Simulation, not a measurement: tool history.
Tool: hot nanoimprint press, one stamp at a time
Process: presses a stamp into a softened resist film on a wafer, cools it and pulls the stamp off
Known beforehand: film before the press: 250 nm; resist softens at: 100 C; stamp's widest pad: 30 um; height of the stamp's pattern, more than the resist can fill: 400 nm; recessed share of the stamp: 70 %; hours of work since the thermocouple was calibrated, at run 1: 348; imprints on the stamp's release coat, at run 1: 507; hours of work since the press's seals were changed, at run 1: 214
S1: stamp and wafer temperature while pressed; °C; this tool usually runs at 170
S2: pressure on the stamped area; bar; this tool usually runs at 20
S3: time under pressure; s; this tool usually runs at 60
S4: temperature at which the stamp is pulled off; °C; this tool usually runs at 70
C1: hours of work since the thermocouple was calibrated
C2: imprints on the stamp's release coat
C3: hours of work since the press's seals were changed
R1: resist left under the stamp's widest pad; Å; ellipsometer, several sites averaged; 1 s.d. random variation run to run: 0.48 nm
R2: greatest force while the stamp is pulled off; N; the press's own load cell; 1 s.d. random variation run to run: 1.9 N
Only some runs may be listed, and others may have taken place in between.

{"run": 1, "hour": 0.0, "S1": 170, "S2": 20, "S3": 60, "S4": 70, "C1": 348, "C2": 507, "C3": 214, "R1": 1128, "R2": 133}
{"run": 2, "hour": 22.2, "S1": 170, "S2": 20, "S3": 60, "S4": 70, "C1": 360, "C2": 558, "C3": 226, "R1": 1134, "R2": 135}
{"run": 3, "hour": 41.7, "S1": 170, "S2": 20, "S3": 60, "S4": 70, "C1": 370, "C2": 604, "C3": 236, "R1": 1138, "R2": 148}
{"run": 4, "hour": 67.8, "S1": 170, "S2": 20, "S3": 60, "S4": 70, "C1": 383, "C2": 665, "C3": 249, "R1": 1159, "R2": 145}
{"run": 5, "hour": 85.3, "S1": 170, "S2": 20, "S3": 60, "S4": 70, "C1": 392, "C2": 705, "C3": 258, "R1": 1140, "R2": 142}
{"run": 6, "hour": 112.6, "S1": 170, "S2": 20, "S3": 60, "S4": 70, "C1": 406, "C2": 769, "C3": 272, "R1": 1149, "R2": 147}
{"hour": 132.0, "done": "stamp cleaned and given a new release coat"}
{"run": 7, "hour": 135.5, "S1": 170, "S2": 20, "S3": 60, "S4": 70, "C1": 415, "C2": 8, "C3": 281, "R1": 1154, "R2": 109}
{"hour": 144.3, "done": "plate thermocouple calibrated"}
{"run": 8, "hour": 160.9, "S1": 170, "S2": 20, "S3": 60, "S4": 70, "C1": 9, "C2": 60, "C3": 292, "R1": 1186, "R2": 112}
{"hour": 186.1, "done": "plate thermocouple calibrated, once more"}
{"run": 9, "hour": 191.1, "S1": 170, "S2": 20, "S3": 60, "S4": 70, "C1": 3, "C2": 123, "C3": 306, "R1": 1081, "R2": 113}
{"run": 10, "hour": 212.3, "S1": 170, "S2": 20, "S3": 60, "S4": 70, "C1": 13, "C2": 172, "C3": 317, "R1": 1086, "R2": 113}
{"run": 11, "hour": 230.7, "S1": 170, "S2": 19.5, "S3": 60, "S4": 70, "C1": 23, "C2": 215, "C3": 326, "R1": 1098, "R2": 120}
{"run": 12, "hour": 257.1, "S1": 170, "S2": 19.5, "S3": 60, "S4": 73, "C1": 36, "C2": 277, "C3": 340, "R1": 1098, "R2": 118}
{"run": 13, "hour": 283.4, "S1": 170, "S2": 20, "S3": 60, "S4": 74, "C1": 50, "C2": 338, "C3": 353, "R1": 1094, "R2": 118}
{"run": 14, "hour": 301.5, "S1": 170, "S2": 20, "S3": 60, "S4": 74, "C1": 59, "C2": 380, "C3": 363, "R1": 1097, "R2": 121}
{"run": 15, "hour": 313.6, "S1": 170, "S2": 20, "S3": 60, "S4": 67, "C1": 65, "C2": 408, "C3": 369, "R1": 1091, "R2": 139}
{"run": 16, "hour": 335.9, "S1": 170, "S2": 20, "S3": 60, "S4": 67, "C1": 77, "C2": 460, "C3": 380, "R1": 1084, "R2": 134}
{"run": 17, "hour": 362.1, "S1": 170, "S2": 20, "S3": 60, "S4": 67, "C1": 90, "C2": 521, "C3": 394, "R1": 1098, "R2": 143}
{"run": 18, "hour": 381.1, "S1": 170, "S2": 15.5, "S3": 85, "S4": 70, "C1": 100, "C2": 565, "C3": 403, "R1": 1105, "R2": 137}
{"run": 19, "hour": 404.5, "S1": 170, "S2": 15.5, "S3": 85, "S4": 70, "C1": 112, "C2": 619, "C3": 415, "R1": 1118, "R2": 137}
{"run": 20, "hour": 432.1, "S1": 174, "S2": 19.3, "S3": 107, "S4": 61, "C1": 126, "C2": 683, "C3": 430, "R1": 789, "R2": 162}
{"run": 21, "hour": 458.1, "S1": 158, "S2": 29.3, "S3": 35, "S4": 70, "C1": 139, "C2": 744, "C3": 443, "R1": 1687, "R2": 142}
{"hour": 487.6, "done": "stamp cleaned and given a new release coat"}
{"run": 22, "hour": 489.2, "S1": 170, "S2": 20.8, "S3": 56, "S4": 70, "C1": 152, "C2": 4, "C3": 456, "R1": 1115, "R2": 107}
{"run": 23, "hour": 507.5, "S1": 170, "S2": 12.9, "S3": 111, "S4": 64, "C1": 162, "C2": 47, "C3": 465, "R1": 1119, "R2": 117}
{"run": 24, "hour": 521.2, "S1": 170, "S2": 27.4, "S3": 30, "S4": 64, "C1": 169, "C2": 78, "C3": 472, "R1": 1212, "R2": 126}
{"run": 25, "hour": 534.7, "S1": 171, "S2": 27.9, "S3": 60, "S4": 70, "C1": 176, "C2": 110, "C3": 479, "R1": 908, "R2": 115}

Alternative continuations, all from the tool just after run 25; predict every row:
{"run": "A", "hour": 559.7, "S1": 169, "S2": 27.9, "S3": 60, "S4": 70, "C1": 188, "C2": 168, "C3": 492, "R1": "?", "R2": "?"}
{"run": "B", "hour": 559.7, "S1": 161, "S2": 27.9, "S3": 60, "S4": 75, "C1": 188, "C2": 168, "C3": 492, "R1": "?", "R2": "?"}
{"run": "C", "hour": 559.7, "S1": 171, "S2": 27.9, "S3": 84, "S4": 70, "C1": 188, "C2": 168, "C3": 492, "R1": "?", "R2": "?"}
{"run": "D", "hour": 559.7, "S1": 170, "S2": 15.8, "S3": 60, "S4": 70, "C1": 188, "C2": 168, "C3": 492, "R1": "?", "R2": "?"}

run=A R1=976 R2=113
run=B R1=1339 R2=108
run=C R1=799 R2=123
run=D R1=1256 R2=115
What these runs would have given with no unlogged condition in the tool:
run=A R1=924 R2=104
run=B R1=1272 R2=100
run=C R1=755 R2=114
run=D R1=1209 R2=106

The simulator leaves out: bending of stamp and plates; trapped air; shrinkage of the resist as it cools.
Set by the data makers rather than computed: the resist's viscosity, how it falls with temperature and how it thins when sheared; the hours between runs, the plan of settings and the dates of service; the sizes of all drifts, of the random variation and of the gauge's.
